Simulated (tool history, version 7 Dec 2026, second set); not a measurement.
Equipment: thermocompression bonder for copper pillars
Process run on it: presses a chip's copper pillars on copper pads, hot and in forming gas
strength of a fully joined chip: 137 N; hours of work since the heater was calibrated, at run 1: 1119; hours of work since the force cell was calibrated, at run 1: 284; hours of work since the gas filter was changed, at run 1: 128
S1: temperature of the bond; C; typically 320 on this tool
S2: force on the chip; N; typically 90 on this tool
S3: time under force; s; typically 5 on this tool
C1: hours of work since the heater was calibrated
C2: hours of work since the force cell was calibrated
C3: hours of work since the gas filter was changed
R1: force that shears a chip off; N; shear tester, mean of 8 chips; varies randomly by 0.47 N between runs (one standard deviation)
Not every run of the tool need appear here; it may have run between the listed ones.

run,hour,S1,S2,S3,C1,C2,C3,R1
1,0.0,320,90,5,1119,284,128,60.0
2,24.5,320,90,5,1135,300,144,59.7
3,61.2,320,90,5,1159,324,168,58.7
# hour 87.5: forming gas filter changed
4,101.7,320,90,5,1186,350,9,61.3
5,148.3,320,90,5,1216,381,40,60.2
6,172.7,320,90,5,1232,397,56,60.2
7,207.2,320,90,5,1255,419,78,60.2
8,229.6,320,90,5,1269,434,93,59.7
9,249.7,320,90,5,1283,447,106,59.4
10,292.5,320,90,5,1311,475,134,59.4
11,337.8,320,129,5,1340,505,164,77.1
# hour 372.3: heater calibrated with a thermocouple chip
# hour 372.8: forming gas filter changed
12,387.3,320,129,5,10,536,10,81.2
13,433.8,320,129,5,40,566,40,80.4
14,471.4,320,129,5,65,591,65,79.8
15,507.0,320,96,5,88,614,88,64.2
16,530.6,320,90,5,103,629,103,61.4
17,571.7,320,90,5,130,656,130,61.0
18,609.1,320,90,5,155,681,155,60.8
19,635.3,338,90,5,172,698,172,70.9
# hour 654.3: forming gas filter changed
20,667.4,338,90,5,193,719,9,72.2
21,690.4,338,90,3,208,734,24,60.3
22,721.1,346,62,15,228,754,44,84.3
23,753.1,321,125,4,249,775,65,72.6
24,794.9,321,57,11,276,802,92,56.8
25,834.1,321,57,11,302,828,118,56.8
26,857.6,314,73,5,317,843,133,48.4
27,883.2,298,111,14,334,860,150,81.6
28,907.4,303,85,3,350,876,166,39.1
29,934.7,299,62,9,368,894,184,44.3
# hour 939.2: forming gas filter changed
30,966.4,300,90,10,388,914,18,65.7
31,988.8,300,90,10,403,929,33,64.9
32,1011.2,321,89,10,418,944,47,77.1
33,1044.1,299,89,10,439,965,69,63.3
34,1067.8,318,89,10,455,981,84,74.3

Pick out some run-to-run changes in R1. Of each, how much would a tool without hidden state show as well, from the settings, what came in and chance, and how much is left for the hidden state and any gauge scatter not in both results compared?
What the log doesn't record here: true temperature of the bond over the reading, C; force that reaches the chip, % of what is set; oxide that the forming gas leaves, % of the face; drift of the gauge itself on shear_n, %.
Run 3 -> 4: forming gas filter changed. R1 +2.6 N: hidden state +1.6, all else +1.0.
Run 11 -> 12: heater calibrated with a thermocouple chip, forming gas filter changed. R1 +4.1 N: hidden state +3.9, all else +0.2.
Run 19 -> 20: forming gas filter changed. R1 +1.3 N: hidden state +1.8, all else -0.5.
Run 21 -> 22: S1 338 -> 346, S2 90 -> 62, S3 3 -> 15. R1 +24.0 N: hidden state -0.6, all else +24.6.
Run 26 -> 27: S1 314 -> 298, S2 73 -> 111, S3 5 -> 14. R1 +33.2 N: hidden state -1.6, all else +34.8.
Run 27 -> 28: S1 298 -> 303, S2 111 -> 85, S3 14 -> 3. R1 -42.5 N: hidden state +1.6, all else -44.1.
